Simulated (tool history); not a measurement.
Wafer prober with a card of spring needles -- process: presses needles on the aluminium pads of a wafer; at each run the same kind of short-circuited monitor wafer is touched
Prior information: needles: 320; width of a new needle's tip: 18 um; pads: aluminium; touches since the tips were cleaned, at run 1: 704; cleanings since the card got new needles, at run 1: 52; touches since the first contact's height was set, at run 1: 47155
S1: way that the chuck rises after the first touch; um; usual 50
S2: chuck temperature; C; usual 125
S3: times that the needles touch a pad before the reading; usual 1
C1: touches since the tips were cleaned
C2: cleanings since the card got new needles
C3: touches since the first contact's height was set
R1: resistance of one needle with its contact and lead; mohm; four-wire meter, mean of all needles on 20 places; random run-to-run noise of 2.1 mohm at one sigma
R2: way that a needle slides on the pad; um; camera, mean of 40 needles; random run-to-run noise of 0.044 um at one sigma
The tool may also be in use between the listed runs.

{"run": 1, "hour": 0.0, "S1": 50, "S2": 125, "S3": 1, "C1": 704, "C2": 52, "C3": 47155, "R1": 230, "R2": 7.77}
{"hour": 12.7, "done": "tips cleaned on abrasive film"}
{"hour": 25.4, "done": "tips cleaned on abrasive film"}
{"hour": 38.0, "done": "tips cleaned on abrasive film"}
{"run": 2, "hour": 42.1, "S1": 50, "S2": 125, "S3": 1, "C1": 1076, "C2": 55, "C3": 58185, "R1": 227, "R2": 7.76}
{"hour": 51.7, "done": "tips cleaned on abrasive film"}
{"hour": 64.3, "done": "tips cleaned on abrasive film"}
{"hour": 77.0, "done": "tips cleaned on abrasive film"}
{"hour": 89.7, "done": "tips cleaned on abrasive film"}
{"hour": 102.4, "done": "tips cleaned on abrasive film"}
{"run": 3, "hour": 107.4, "S1": 50, "S2": 125, "S3": 1, "C1": 1325, "C2": 60, "C3": 75272, "R1": 229, "R2": 7.78}
{"hour": 116.9, "done": "tips cleaned on abrasive film"}
{"hour": 129.6, "done": "tips cleaned on abrasive film"}
{"hour": 142.3, "done": "tips cleaned on abrasive film"}
{"hour": 155.0, "done": "tips cleaned on abrasive film"}
{"hour": 167.6, "done": "tips cleaned on abrasive film"}
{"hour": 183.5, "done": "tips cleaned on abrasive film"}
{"run": 4, "hour": 188.2, "S1": 50, "S2": 125, "S3": 1, "C1": 1246, "C2": 66, "C3": 96425, "R1": 224, "R2": 7.8}
{"hour": 197.7, "done": "tips cleaned on abrasive film"}
{"hour": 213.5, "done": "tips cleaned on abrasive film"}
{"hour": 226.2, "done": "tips cleaned on abrasive film"}
{"hour": 238.9, "done": "tips cleaned on abrasive film"}
{"hour": 251.6, "done": "tips cleaned on abrasive film"}
{"hour": 267.4, "done": "tips cleaned on abrasive film"}
{"run": 5, "hour": 269.5, "S1": 50, "S2": 125, "S3": 1, "C1": 553, "C2": 72, "C3": 117717, "R1": 224, "R2": 7.6}
{"hour": 282.2, "done": "tips cleaned on abrasive film"}
{"hour": 294.9, "done": "tips cleaned on abrasive film"}
{"hour": 307.5, "done": "tips cleaned on abrasive film"}
{"hour": 320.2, "done": "tips cleaned on abrasive film"}
{"run": 6, "hour": 322.2, "S1": 63, "S2": 125, "S3": 1, "C1": 515, "C2": 76, "C3": 131505, "R1": 224, "R2": 9.66}
{"hour": 334.8, "done": "tips cleaned on abrasive film"}
{"hour": 350.7, "done": "tips cleaned on abrasive film"}
{"hour": 360.4, "done": "height of the first contact set anew"}
{"hour": 363.6, "done": "tips cleaned on abrasive film"}
{"run": 7, "hour": 370.0, "S1": 63, "S2": 125, "S3": 1, "C1": 1682, "C2": 79, "C3": 2512, "R1": 223, "R2": 9.65}
{"hour": 376.3, "done": "tips cleaned on abrasive film"}
{"hour": 392.1, "done": "tips cleaned on abrasive film"}
{"hour": 404.8, "done": "tips cleaned on abrasive film"}
{"hour": 420.6, "done": "tips cleaned on abrasive film"}
{"hour": 433.3, "done": "tips cleaned on abrasive film"}
{"hour": 446.0, "done": "tips cleaned on abrasive film"}
{"run": 8, "hour": 447.3, "S1": 63, "S2": 125, "S3": 1, "C1": 354, "C2": 85, "C3": 22752, "R1": 222, "R2": 9.66}
{"hour": 460.0, "done": "tips cleaned on abrasive film"}
{"hour": 475.8, "done": "tips cleaned on abrasive film"}
{"hour": 488.5, "done": "tips cleaned on abrasive film"}
{"run": 9, "hour": 501.1, "S1": 63, "S2": 125, "S3": 1, "C1": 3311, "C2": 88, "C3": 36847, "R1": 223, "R2": 9.63}
{"hour": 504.3, "done": "tips cleaned on abrasive film"}
{"hour": 517.0, "done": "tips cleaned on abrasive film"}
{"hour": 529.7, "done": "tips cleaned on abrasive film"}
{"hour": 542.3, "done": "tips cleaned on abrasive film"}
{"hour": 555.0, "done": "tips cleaned on abrasive film"}
{"run": 10, "hour": 561.1, "S1": 63, "S2": 125, "S3": 1, "C1": 1595, "C2": 93, "C3": 52543, "R1": 221, "R2": 9.64}
{"hour": 570.6, "done": "tips cleaned on abrasive film"}
{"hour": 583.3, "done": "tips cleaned on abrasive film"}
{"hour": 596.0, "done": "tips cleaned on abrasive film"}
{"hour": 608.6, "done": "tips cleaned on abrasive film"}
{"hour": 621.3, "done": "tips cleaned on abrasive film"}
{"run": 11, "hour": 626.1, "S1": 63, "S2": 125, "S3": 1, "C1": 1250, "C2": 98, "C3": 69554, "R1": 221, "R2": 9.54}
{"hour": 635.6, "done": "tips cleaned on abrasive film"}
{"hour": 648.3, "done": "tips cleaned on abrasive film"}
{"hour": 664.1, "done": "tips cleaned on abrasive film"}
{"hour": 679.9, "done": "tips cleaned on abrasive film"}
{"hour": 692.6, "done": "tips cleaned on abrasive film"}
{"run": 12, "hour": 697.6, "S1": 63, "S2": 125, "S3": 1, "C1": 1324, "C2": 103, "C3": 88298, "R1": 221, "R2": 9.52}
{"hour": 707.2, "done": "tips cleaned on abrasive film"}
{"hour": 719.8, "done": "tips cleaned on abrasive film"}
{"hour": 735.7, "done": "tips cleaned on abrasive film"}
{"hour": 751.5, "done": "tips cleaned on abrasive film"}
{"run": 13, "hour": 759.0, "S1": 36, "S2": 125, "S3": 1, "C1": 1972, "C2": 107, "C3": 104373, "R1": 239, "R2": 5.43}
{"hour": 765.3, "done": "tips cleaned on abrasive film"}
{"hour": 778.0, "done": "tips cleaned on abrasive film"}
{"hour": 790.7, "done": "tips cleaned on abrasive film"}
{"hour": 800.1, "done": "gauge calibrated"}
{"hour": 803.4, "done": "tips cleaned on abrasive film"}
{"run": 14, "hour": 805.9, "S1": 47, "S2": 53, "S3": 1, "C1": 666, "C2": 111, "C3": 116652, "R1": 214, "R2": 7.25}
{"hour": 818.6, "done": "tips cleaned on abrasive film"}
{"hour": 831.3, "done": "tips cleaned on abrasive film"}
{"hour": 843.9, "done": "tips cleaned on abrasive film"}
{"run": 15, "hour": 856.1, "S1": 50, "S2": 33, "S3": 2, "C1": 3210, "C2": 114, "C3": 129817, "R1": 205, "R2": 7.72}
{"hour": 859.4, "done": "tips cleaned on abrasive film"}
{"hour": 872.0, "done": "tips cleaned on abrasive film"}
{"hour": 884.7, "done": "tips cleaned on abrasive film"}
{"hour": 900.5, "done": "tips cleaned on abrasive film"}
{"hour": 900.8, "done": "height of the first contact set anew"}
{"hour": 913.5, "done": "tips cleaned on abrasive film"}
{"run": 16, "hour": 925.0, "S1": 50, "S2": 33, "S3": 2, "C1": 3034, "C2": 119, "C3": 6352, "R1": 204, "R2": 7.71}
{"hour": 928.3, "done": "tips cleaned on abrasive film"}
{"hour": 940.9, "done": "tips cleaned on abrasive film"}
{"hour": 953.6, "done": "tips cleaned on abrasive film"}
{"hour": 966.3, "done": "tips cleaned on abrasive film"}
{"hour": 979.0, "done": "tips cleaned on abrasive film"}
{"hour": 994.8, "done": "tips cleaned on abrasive film"}
{"run": 17, "hour": 1001.4, "S1": 58, "S2": 71, "S3": 1, "C1": 1750, "C2": 125, "C3": 26351, "R1": 212, "R2": 8.94}
{"hour": 1007.8, "done": "tips cleaned on abrasive film"}
{"hour": 1020.5, "done": "tips cleaned on abrasive film"}
{"hour": 1033.2, "done": "tips cleaned on abrasive film"}
{"hour": 1045.8, "done": "tips cleaned on abrasive film"}
{"run": 18, "hour": 1058.1, "S1": 34, "S2": 82, "S3": 1, "C1": 3241, "C2": 129, "C3": 41204, "R1": 232, "R2": 5.29}
{"hour": 1061.4, "done": "tips cleaned on abrasive film"}
{"hour": 1074.1, "done": "tips cleaned on abrasive film"}
{"hour": 1086.7, "done": "tips cleaned on abrasive film"}
{"hour": 1099.4, "done": "tips cleaned on abrasive film"}
{"run": 19, "hour": 1100.3, "S1": 56, "S2": 105, "S3": 1, "C1": 236, "C2": 133, "C3": 52224, "R1": 223, "R2": 8.65}
{"hour": 1113.0, "done": "tips cleaned on abrasive film"}
{"hour": 1125.7, "done": "tips cleaned on abrasive film"}
{"hour": 1141.5, "done": "tips cleaned on abrasive film"}
{"hour": 1154.2, "done": "tips cleaned on abrasive film"}
{"hour": 1166.8, "done": "tips cleaned on abrasive film"}
{"hour": 1179.5, "done": "tips cleaned on abrasive film"}
{"run": 20, "hour": 1180.0, "S1": 56, "S2": 105, "S3": 2, "C1": 133, "C2": 139, "C3": 73096, "R1": 222, "R2": 8.55}
{"hour": 1192.7, "done": "tips cleaned on abrasive film"}
{"hour": 1205.4, "done": "tips cleaned on abrasive film"}
{"hour": 1218.1, "done": "tips cleaned on abrasive film"}
{"hour": 1230.7, "done": "tips cleaned on abrasive film"}
{"run": 21, "hour": 1236.9, "S1": 56, "S2": 105, "S3": 2, "C1": 1629, "C2": 143, "C3": 87996, "R1": 222, "R2": 8.56}
{"hour": 1246.4, "done": "tips cleaned on abrasive film"}
{"hour": 1259.1, "done": "tips cleaned on abrasive film"}
{"hour": 1271.8, "done": "tips cleaned on abrasive film"}
{"hour": 1287.6, "done": "tips cleaned on abrasive film"}
{"hour": 1303.4, "done": "tips cleaned on abrasive film"}
{"hour": 1319.3, "done": "tips cleaned on abrasive film"}
{"run": 22, "hour": 1331.0, "S1": 32, "S2": 101, "S3": 1, "C1": 3090, "C2": 149, "C3": 112653, "R1": 236, "R2": 4.87}
{"hour": 1334.2, "done": "tips cleaned on abrasive film"}
{"hour": 1346.9, "done": "tips cleaned on abrasive film"}
{"hour": 1362.7, "done": "tips cleaned on abrasive film"}
{"hour": 1375.4, "done": "tips cleaned on abrasive film"}
{"hour": 1391.2, "done": "tips cleaned on abrasive film"}
{"hour": 1403.9, "done": "tips cleaned on abrasive film"}
{"hour": 1416.6, "done": "tips cleaned on abrasive film"}
{"hour": 1428.6, "done": "card fitted with new needles"}
{"run": 23, "hour": 1439.9, "S1": 32, "S2": 101, "S3": 1, "C1": 2978, "C2": 0, "C3": 2978, "R1": 241, "R2": 4.81}
{"hour": 1443.1, "done": "tips cleaned on abrasive film"}
{"hour": 1455.8, "done": "tips cleaned on abrasive film"}
{"hour": 1468.5, "done": "tips cleaned on abrasive film"}
{"hour": 1484.3, "done": "tips cleaned on abrasive film"}
{"hour": 1497.0, "done": "tips cleaned on abrasive film"}
{"hour": 1509.7, "done": "tips cleaned on abrasive film"}
{"run": 24, "hour": 1520.2, "S1": 33, "S2": 101, "S3": 3, "C1": 2790, "C2": 6, "C3": 24017, "R1": 236, "R2": 5.05}

Forecast each of these 4 alternatives for the next run:
{"hour": 1523.5, "done": "tips cleaned on abrasive film"}
{"hour": 1536.2, "done": "tips cleaned on abrasive film"}
{"hour": 1548.8, "done": "tips cleaned on abrasive film"}
{"hour": 1561.5, "done": "tips cleaned on abrasive film"}
{"hour": 1574.2, "done": "tips cleaned on abrasive film"}
{"hour": 1586.9, "done": "tips cleaned on abrasive film"}
{"hour": 1602.7, "done": "tips cleaned on abrasive film"}
{"run": "A", "hour": 1608.7, "S1": 50, "S2": 125, "S3": 1, "C1": 1595, "C2": 13, "C3": 47180, "R1": "?", "R2": "?"}
{"hour": 1523.5, "done": "tips cleaned on abrasive film"}
{"hour": 1536.2, "done": "tips cleaned on abrasive film"}
{"hour": 1548.8, "done": "tips cleaned on abrasive film"}
{"hour": 1561.5, "done": "tips cleaned on abrasive film"}
{"hour": 1574.2, "done": "tips cleaned on abrasive film"}
{"hour": 1586.9, "done": "tips cleaned on abrasive film"}
{"hour": 1602.7, "done": "tips cleaned on abrasive film"}
{"run": "B", "hour": 1608.7, "S1": 50, "S2": 125, "S3": 1, "C1": 1595, "C2": 13, "C3": 47180, "R1": "?", "R2": "?"}
{"hour": 1523.5, "done": "tips cleaned on abrasive film"}
{"hour": 1536.2, "done": "tips cleaned on abrasive film"}
{"hour": 1548.8, "done": "tips cleaned on abrasive film"}
{"hour": 1561.5, "done": "tips cleaned on abrasive film"}
{"hour": 1574.2, "done": "tips cleaned on abrasive film"}
{"hour": 1586.9, "done": "tips cleaned on abrasive film"}
{"hour": 1602.7, "done": "tips cleaned on abrasive film"}
{"run": "C", "hour": 1608.7, "S1": 34, "S2": 33, "S3": 1, "C1": 1595, "C2": 13, "C3": 47180, "R1": "?", "R2": "?"}
{"hour": 1523.5, "done": "tips cleaned on abrasive film"}
{"hour": 1536.2, "done": "tips cleaned on abrasive film"}
{"hour": 1548.8, "done": "tips cleaned on abrasive film"}
{"hour": 1561.5, "done": "tips cleaned on abrasive film"}
{"hour": 1574.2, "done": "tips cleaned on abrasive film"}
{"hour": 1586.9, "done": "tips cleaned on abrasive film"}
{"hour": 1602.7, "done": "tips cleaned on abrasive film"}
{"run": "D", "hour": 1608.7, "S1": 47, "S2": 125, "S3": 1, "C1": 1595, "C2": 13, "C3": 47180, "R1": "?", "R2": "?"}

run=A R1=226 R2=7.51
run=B R1=229 R2=7.49
run=C R1=215 R2=5.17
run=D R1=231 R2=7.08
Stripped of hidden state, with their random variation kept, the same runs would have yielded:
run=A R1=226 R2=7.73
run=B R1=229 R2=7.71
run=C R1=215 R2=5.32
run=D R1=231 R2=7.29

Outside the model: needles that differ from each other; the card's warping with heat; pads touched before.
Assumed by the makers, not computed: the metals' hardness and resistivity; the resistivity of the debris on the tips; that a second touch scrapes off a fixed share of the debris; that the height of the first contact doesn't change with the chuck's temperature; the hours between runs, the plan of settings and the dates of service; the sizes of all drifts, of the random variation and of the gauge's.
